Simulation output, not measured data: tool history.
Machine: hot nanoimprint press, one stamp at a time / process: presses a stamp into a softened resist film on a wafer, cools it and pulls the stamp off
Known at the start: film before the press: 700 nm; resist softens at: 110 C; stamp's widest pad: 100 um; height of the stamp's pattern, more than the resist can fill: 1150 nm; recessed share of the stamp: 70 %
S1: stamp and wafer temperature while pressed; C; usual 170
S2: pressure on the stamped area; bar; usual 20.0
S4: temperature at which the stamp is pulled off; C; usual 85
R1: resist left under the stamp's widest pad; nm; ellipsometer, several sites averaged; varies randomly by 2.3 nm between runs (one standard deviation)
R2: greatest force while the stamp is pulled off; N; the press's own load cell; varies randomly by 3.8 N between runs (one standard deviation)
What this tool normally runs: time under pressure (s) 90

run 1 hour=0.0 | S1=170 S2=20.0 time_under_pressure_(s)=90 S4=85 | R1=357.8 R2=227
run 2 hour=12.0 | S1=170 S2=19.3 time_under_pressure_(s)=90 S4=85 | R1=368.9 R2=230
run 3 hour=33.6 | S1=170 S2=19.3 time_under_pressure_(s)=90 S4=85 | R1=367.8 R2=230
run 4 hour=46.9 | S1=170 S2=19.3 time_under_pressure_(s)=90 S4=85 | R1=364.1 R2=227
run 5 hour=61.6 | S1=170 S2=20.0 time_under_pressure_(s)=169 S4=85 | R1=286.7 R2=224
run 6 hour=75.3 | S1=170 S2=20.0 time_under_pressure_(s)=90 S4=89 | R1=362.9 R2=214
run 7 hour=89.2 | S1=170 S2=20.0 time_under_pressure_(s)=90 S4=85 | R1=361.4 R2=228
run 8 hour=102.4 | S1=170 S2=20.0 time_under_pressure_(s)=90 S4=85 | R1=362.1 R2=222
-- hour=115.4 stamp cleaned and given a new release coat
run 9 hour=133.4 | S1=170 S2=20.0 time_under_pressure_(s)=90 S4=85 | R1=361.0 R2=187
run 10 hour=145.4 | S1=170 S2=20.0 time_under_pressure_(s)=90 S4=85 | R1=361.3 R2=178
run 11 hour=168.6 | S1=170 S2=29.3 time_under_pressure_(s)=90 S4=85 | R1=298.0 R2=188
run 12 hour=181.0 | S1=170 S2=29.3 time_under_pressure_(s)=90 S4=85 | R1=302.6 R2=185
run 13 hour=199.3 | S1=170 S2=29.3 time_under_pressure_(s)=90 S4=85 | R1=302.6 R2=184
run 14 hour=219.5 | S1=170 S2=29.3 time_under_pressure_(s)=90 S4=85 | R1=299.0 R2=186
run 15 hour=235.6 | S1=170 S2=29.3 time_under_pressure_(s)=90 S4=85 | R1=300.0 R2=183
run 16 hour=247.6 | S1=170 S2=29.3 time_under_pressure_(s)=90 S4=85 | R1=301.1 R2=189
run 17 hour=269.5 | S1=170 S2=20.0 time_under_pressure_(s)=60 S4=84 | R1=403.6 R2=188
run 18 hour=286.5 | S1=162 S2=20.0 time_under_pressure_(s)=90 S4=85 | R1=467.4 R2=187
run 19 hour=304.0 | S1=176 S2=18.2 time_under_pressure_(s)=62 S4=75 | R1=349.3 R2=227
-- hour=309.4 plate thermocouple calibrated
run 20 hour=328.8 | S1=176 S2=18.2 time_under_pressure_(s)=62 S4=75 | R1=335.3 R2=215
run 21 hour=342.5 | S1=173 S2=20.0 time_under_pressure_(s)=135 S4=85 | R1=269.2 R2=193
run 22 hour=355.3 | S1=173 S2=15.6 time_under_pressure_(s)=135 S4=76 | R1=300.9 R2=222
run 23 hour=378.6 | S1=175 S2=20.0 time_under_pressure_(s)=90 S4=85 | R1=292.2 R2=190
run 24 hour=401.4 | S1=175 S2=20.0 time_under_pressure_(s)=114 S4=85 | R1=265.4 R2=192
run 25 hour=419.9 | S1=173 S2=20.0 time_under_pressure_(s)=114 S4=83 | R1=287.1 R2=198
run 26 hour=437.4 | S1=173 S2=20.0 time_under_pressure_(s)=114 S4=83 | R1=283.2 R2=197
run 27 hour=455.0 | S1=164 S2=23.5 time_under_pressure_(s)=101 S4=83 | R1=385.7 R2=201
-- hour=462.5 plate thermocouple calibrated, once more
run 28 hour=475.7 | S1=164 S2=23.5 time_under_pressure_(s)=101 S4=83 | R1=416.2 R2=215
run 29 hour=490.3 | S1=164 S2=23.5 time_under_pressure_(s)=101 S4=83 | R1=422.2 R2=213

Alternative continuations, all from the tool just after run 29; predict every row:
run A hour=518.9 | S1=170 S2=20.0 time_under_pressure_(s)=49 S4=71 | R1=? R2=?
run B hour=518.9 | S1=165 S2=14.2 time_under_pressure_(s)=101 S4=74 | R1=? R2=?
run C hour=518.9 | S1=170 S2=14.6 time_under_pressure_(s)=65 S4=85 | R1=? R2=?

run=A R1=453.2 R2=251
run=B R1=486.8 R2=247
run=C R1=466.8 R2=198
Stripped of hidden state, with their random variation kept, the same runs would have yielded:
run=A R1=449.3 R2=226
run=B R1=484.1 R2=222
run=C R1=464.0 R2=178
